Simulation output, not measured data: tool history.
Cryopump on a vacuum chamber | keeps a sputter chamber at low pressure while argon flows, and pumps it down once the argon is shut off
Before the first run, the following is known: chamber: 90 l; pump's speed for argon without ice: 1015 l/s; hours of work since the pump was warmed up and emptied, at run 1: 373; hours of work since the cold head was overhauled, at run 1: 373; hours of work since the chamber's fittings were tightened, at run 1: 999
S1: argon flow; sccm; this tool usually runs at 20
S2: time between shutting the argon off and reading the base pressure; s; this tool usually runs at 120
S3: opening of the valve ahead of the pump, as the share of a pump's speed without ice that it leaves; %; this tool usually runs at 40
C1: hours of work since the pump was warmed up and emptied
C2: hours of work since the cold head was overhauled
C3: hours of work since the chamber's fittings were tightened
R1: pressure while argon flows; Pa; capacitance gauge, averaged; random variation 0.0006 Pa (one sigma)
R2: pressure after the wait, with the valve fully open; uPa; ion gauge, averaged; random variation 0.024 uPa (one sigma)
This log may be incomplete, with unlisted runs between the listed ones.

run	hour	S1	S2	S3	C1	C2	C3	R1	R2
1	0	20	120	40	373	373	999	0.0943	2.02
2	49.9	20	272	40	409	409	1036	0.0953	1.8
# hour 71.9: pump warmed up, emptied and cooled again
3	100.3	20	272	40	21	443	1069	0.0838	1.45
4	183.3	20	272	40	82	504	1130	0.0851	1.52
5	227.4	20	272	19	114	536	1162	0.1787	1.62
6	282.2	28	120	40	155	576	1203	0.1221	1.97
# hour 343.2: leaking fittings of the chamber tightened, without venting
7	362.8	20	120	40	212	634	14	0.0886	0.97
8	422.3	20	120	40	256	678	58	0.0907	1.01
9	494.1	20	120	43	309	731	111	0.0868	1.08
10	587.4	20	120	43	378	799	180	0.0888	1.15
11	636.1	20	120	43	413	835	215	0.0908	1.24
# hour 650.8: pump warmed up, emptied and cooled again
12	727	20	120	43	56	898	279	0.0788	1.11
13	771.2	20	120	43	89	931	311	0.0792	1.16
14	854.7	40	120	26	150	992	372	0.2638	1.28
15	915.8	40	120	26	195	1037	417	0.2648	1.25
16	961.2	32	198	30	228	1071	451	0.1878	1.15
17	1058.5	32	198	30	300	1142	522	0.1919	1.28
18	1125.7	32	198	30	349	1192	572	0.1968	1.42
19	1179.1	32	198	30	388	1231	611	0.1985	1.49
# hour 1231.6: pump warmed up, emptied and cooled again
20	1278.8	32	198	30	35	1301	681	0.1788	1.19
21	1355.8	20	175	17	91	1357	737	0.1994	1.39
22	1444.1	20	21	42	156	1422	802	0.083	4.6

Each row is a separate what-if for the run after 22, all from the same tool condition, not one after another. Results?
A	1536.4	20	30	42	224	1490	870	?	?
B	1536.4	20	27	42	224	1490	870	?	?
C	1536.4	26	80	59	224	1490	870	?	?
D	1536.4	20	247	52	224	1490	870	?	?

run	R1	R2
A	0.0864	3.5
B	0.0863	3.73
C	0.0829	2.06
D	0.0704	1.46
With no hidden state in the tool, these same runs would have given:
run	R1	R2
A	0.0798	2.6
B	0.0797	2.84
C	0.0743	1.16
D	0.0638	0.56
